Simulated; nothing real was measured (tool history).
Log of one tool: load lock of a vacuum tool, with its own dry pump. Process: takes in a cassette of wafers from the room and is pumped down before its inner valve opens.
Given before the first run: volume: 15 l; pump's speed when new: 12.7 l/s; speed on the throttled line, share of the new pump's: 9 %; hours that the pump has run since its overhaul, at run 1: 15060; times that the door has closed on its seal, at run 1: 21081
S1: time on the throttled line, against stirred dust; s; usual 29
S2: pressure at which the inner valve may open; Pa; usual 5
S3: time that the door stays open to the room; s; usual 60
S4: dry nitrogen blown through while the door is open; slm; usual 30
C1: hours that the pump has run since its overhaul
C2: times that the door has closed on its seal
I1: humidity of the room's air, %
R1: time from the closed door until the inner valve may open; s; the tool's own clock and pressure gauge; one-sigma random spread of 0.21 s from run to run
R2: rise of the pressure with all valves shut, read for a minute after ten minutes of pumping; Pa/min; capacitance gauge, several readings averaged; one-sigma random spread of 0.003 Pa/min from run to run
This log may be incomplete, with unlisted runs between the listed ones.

Run 1, hour 0: usual settings; C1 15060; C2 21081; I1 44.4. Result: R1 38.4 s, R2 0.027 Pa/min.
Run 2, hour 246: usual settings but S1 27 s; C1 15306; C2 21989; I1 42.6. Result: R1 36.6 s, R2 0.029 Pa/min.
Run 3, hour 427.9: usual settings but S1 27 s; C1 15488; C2 22660; I1 46.1. Result: R1 36.3 s, R2 0.032 Pa/min.
Run 4, hour 640.9: usual settings but S1 27 s; C1 15701; C2 23446; I1 42.9. Result: R1 36.7 s, R2 0.028 Pa/min.
Run 5, hour 1018.6: usual settings but S1 48 s; C1 16079; C2 24839; I1 44. Result: R1 55.2 s, R2 0.024 Pa/min.
Run 6, hour 1283.8: usual settings; C1 16344; C2 25818; I1 42.5. Result: R1 38.7 s, R2 0.03 Pa/min.
Run 7, hour 1471.3: usual settings; C1 16532; C2 26509; I1 44.8. Result: R1 38.5 s, R2 0.025 Pa/min.
Run 8, hour 1693.4: usual settings; C1 16754; C2 27329; I1 43.5. Result: R1 38.3 s, R2 0.026 Pa/min.
Run 9, hour 2121.9: usual settings; C1 17182; C2 28909; I1 46.4. Result: R1 38.6 s, R2 0.028 Pa/min.
Run 10, hour 2523.8: usual settings but S3 194 s; C1 17584; C2 30392; I1 42.5. Result: R1 38.2 s, R2 0.051 Pa/min.
Run 11, hour 2859.2: usual settings but S1 53 s, S2 7 Pa, S3 173 s, S4 20 slm; C1 17920; C2 31629; I1 42.7. Result: R1 59.9 s, R2 0.063 Pa/min.
Run 12, hour 3228.6: usual settings but S1 15 s, S2 6 Pa, S3 173 s, S4 20 slm; C1 18289; C2 32992; I1 45. Result: R1 25.2 s, R2 0.06 Pa/min.
Run 13, hour 3456.2: usual settings but S1 15 s, S2 6 Pa, S3 173 s, S4 20 slm; C1 18517; C2 33832; I1 45. Result: R1 25.2 s, R2 0.07 Pa/min.
Run 14, hour 3749.8: usual settings but S1 41 s, S3 169 s, S4 25 slm; C1 18810; C2 34915; I1 42.4. Result: R1 49.2 s, R2 0.048 Pa/min.
At hour 3944.6: dry pump taken out, an overhauled one fitted.
Run 15, hour 3986.7: usual settings but S1 24 s, S2 6 Pa, S3 169 s, S4 25 slm; C1 42; C2 35767; I1 43.3. Result: R1 33.7 s, R2 0.05 Pa/min.
Run 16, hour 4396.6: usual settings but S1 28 s, S3 30 s, S4 35 slm; C1 452; C2 37279; I1 46.3. Result: R1 37 s, R2 0.019 Pa/min.
Run 17, hour 4634.3: usual settings but S1 53 s, S2 6 Pa, S3 55 s, S4 4 slm; C1 690; C2 38156; I1 44.4. Result: R1 60.1 s, R2 0.07 Pa/min.
Run 18, hour 4887.2: usual settings but S1 54 s, S2 6 Pa, S4 24 slm; C1 943; C2 39089; I1 46.4. Result: R1 60.6 s, R2 0.036 Pa/min.

Predict each of these 3 candidate next runs independently; none follows another, all start after run 18:
Run A, hour 5289: usual settings but S1 27 s, S2 6 Pa, S3 48 s, S4 43 slm; C1 1344; C2 40571; I1 47.4. Result: R1 ?, R2 ?.
Run B, hour 5289: usual settings but S1 15 s, S2 6 Pa, S4 6 slm; C1 1344; C2 40571; I1 43.4. Result: R1 ?, R2 ?.
Run C, hour 5289: usual settings but S1 23 s, S2 9 Pa, S4 6 slm; C1 1344; C2 40571; I1 43.9. Result: R1 ?, R2 ?.

run    R1     R2
  A  36.5  0.023
  B  25.4  0.061
  C  31.8  0.059
Take away the tool's hidden state, keep each run's random variation, and the runs would have read:
run    R1     R2
  A  36.5  0.022
  B  25.4  0.061
  C  31.8  0.058
